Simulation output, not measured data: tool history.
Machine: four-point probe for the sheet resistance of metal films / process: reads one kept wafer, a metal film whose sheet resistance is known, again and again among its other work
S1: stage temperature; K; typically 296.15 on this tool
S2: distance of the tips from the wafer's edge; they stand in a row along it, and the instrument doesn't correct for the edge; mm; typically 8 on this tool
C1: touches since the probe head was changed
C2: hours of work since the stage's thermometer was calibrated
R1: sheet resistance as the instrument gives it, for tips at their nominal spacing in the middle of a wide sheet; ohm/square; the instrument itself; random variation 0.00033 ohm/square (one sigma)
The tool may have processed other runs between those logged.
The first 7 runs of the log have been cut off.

| run | day | S1 | S2 | C1 | C2 | R1 |
|---|---|---|---|---|---|---|
| 8 | 3.804 | 301.15 | 9 | 22401 | 1708 | 1.624172 |
| 9 | 4.588 | 301.15 | 9 | 22992 | 1716 | 1.623745 |
| 10 | 5.242 | 300.15 | 9 | 23484 | 1723 | 1.624632 |
| 11 | 5.896 | 300.15 | 9 | 23978 | 1730 | 1.625392 |
| 12 | 6.358 | 296.15 | 54 | 24326 | 1735 | 1.611798 |
| 13 | 7.142 | 296.15 | 54 | 24919 | 1744 | 1.611536 |
| 14 | 7.617 | 296.15 | 54 | 25276 | 1749 | 1.611941 |
| 15 | 8.250 | 296.15 | 54 | 25753 | 1756 | 1.611632 |
| 16 | 8.742 | 296.15 | 54 | 26125 | 1761 | 1.611865 |
| 17 | 9.146 | 295.15 | 5 | 26429 | 1765 | 1.666377 |
| 18 | 9.704 | 294.15 | 5 | 26851 | 1772 | 1.667773 |
| 19 | 10.083 | 294.15 | 5 | 27136 | 1776 | 1.667197 |
| 20 | 10.642 | 294.15 | 5 | 27559 | 1782 | 1.667068 |
| 21 | 11.475 | 294.15 | 5 | 28187 | 1791 | 1.668035 |
| 22 | 11.896 | 293.15 | 54 | 28505 | 1795 | 1.614476 |
| 23 | 12.746 | 308.15 | 5 | 29146 | 1804 | 1.655380 |
| 24 | 13.125 | 308.15 | 35 | 29432 | 1809 | 1.602008 |
| 25 | 13.783 | 308.15 | 35 | 29930 | 1816 | 1.602360 |
| 26 | 14.371 | 308.15 | 38 | 30374 | 1822 | 1.602544 |
| 27 | 14.888 | 308.15 | 38 | 30764 | 1828 | 1.602358 |
| 28 | 15.342 | 303.15 | 33 | 31105 | 1833 | 1.607002 |
| 29 | 15.738 | 303.15 | 33 | 31404 | 1837 | 1.606929 |
| 30 | 16.642 | 292.15 | 8 | 32088 | 1847 | 1.637358 |
| 31 | 17.075 | 294.15 | 57 | 32414 | 1851 | 1.613966 |
| 32 | 17.850 | 304.15 | 57 | 32999 | 1860 | 1.606026 |

What if the next run were any one of these 3? Each begins from the tool's condition after run 32:
| A | 18.350 | 294.15 | 59 | 33376 | 1865 | ? |
| B | 18.350 | 296.15 | 28 | 33376 | 1865 | ? |
| C | 18.350 | 301.15 | 20 | 33376 | 1865 | ? |

| run | R1 |
|---|---|
| A | 1.613878 |
| B | 1.613242 |
| C | 1.611222 |
The same runs, with their run-to-run variation unchanged, on a tool lacking any hidden condition would have given:
| run | R1 |
|---|---|
| A | 1.607909 |
| B | 1.607286 |
| C | 1.605296 |

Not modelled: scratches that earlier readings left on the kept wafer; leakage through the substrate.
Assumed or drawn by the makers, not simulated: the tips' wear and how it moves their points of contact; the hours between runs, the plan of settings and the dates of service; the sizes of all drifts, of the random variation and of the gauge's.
